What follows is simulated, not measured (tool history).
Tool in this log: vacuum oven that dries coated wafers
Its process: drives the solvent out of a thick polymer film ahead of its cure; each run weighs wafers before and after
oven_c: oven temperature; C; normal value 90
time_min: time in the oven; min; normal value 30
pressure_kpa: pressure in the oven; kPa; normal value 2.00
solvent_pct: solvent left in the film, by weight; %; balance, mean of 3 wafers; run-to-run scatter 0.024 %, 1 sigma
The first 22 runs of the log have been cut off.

run,day,oven_c,time_min,pressure_kpa,hours of work since the thermocouples were calibrated,hours of work since the vacuum gauge was cleaned of residue,solvent_pct
23,86.271,94,30,2.00,146,1175,1.13
24,91.417,90,30,2.00,210,1239,1.81
25,96.471,90,30,1.45,274,1303,1.61
26,98.783,80,16,2.00,303,1332,6.47
27,101.058,80,16,2.00,331,1360,6.62
28,105.708,80,30,4.22,389,1418,5.14
29,109.942,92,30,1.48,442,1471,1.27
30,114.854,103,51,2.71,504,1533,0.58
31,117.112,91,51,6.46,532,1561,2.23
32,121.117,97,51,1.07,582,1611,0.32
# day 122.821: oven's thermocouples calibrated
33,126.725,83,25,1.52,49,1681,3.99
34,129.146,79,30,2.76,79,1711,4.89
35,133.938,79,30,2.76,139,1771,4.88
36,137.325,88,30,2.00,182,1813,2.20
37,140.238,88,30,2.00,218,1850,2.18
38,145.838,102,38,1.79,288,1920,0.41
39,150.046,102,38,1.79,341,1973,0.42
# day 152.442: vacuum gauge cleaned of residue and calibrated
40,155.517,102,38,1.79,409,39,0.41
41,158.104,102,38,2.19,441,71,0.46
42,161.933,102,38,2.19,489,119,0.48
43,164.471,104,42,2.00,521,151,0.36
44,169.721,85,30,6.60,587,216,4.32
# day 171.117: oven's thermocouples calibrated
45,173.804,85,30,6.60,34,267,4.40
46,176.496,80,30,5.94,67,300,5.70
47,179.712,93,30,3.53,108,341,1.70

Predict each of these 4 candidate next runs independently; none follows another, all start after run 47:
A,183.529,90,44,1.13,156,388,?
B,183.529,90,19,1.29,156,388,?
C,183.529,76,29,5.15,156,388,?
D,183.529,90,36,2.00,156,388,?

run,solvent_pct
A,0.78
B,2.99
C,6.75
D,1.35
The same runs, with their run-to-run variation unchanged, on a tool lacking any hidden condition would have given:
run,solvent_pct
A,0.78
B,3.00
C,6.77
D,1.35

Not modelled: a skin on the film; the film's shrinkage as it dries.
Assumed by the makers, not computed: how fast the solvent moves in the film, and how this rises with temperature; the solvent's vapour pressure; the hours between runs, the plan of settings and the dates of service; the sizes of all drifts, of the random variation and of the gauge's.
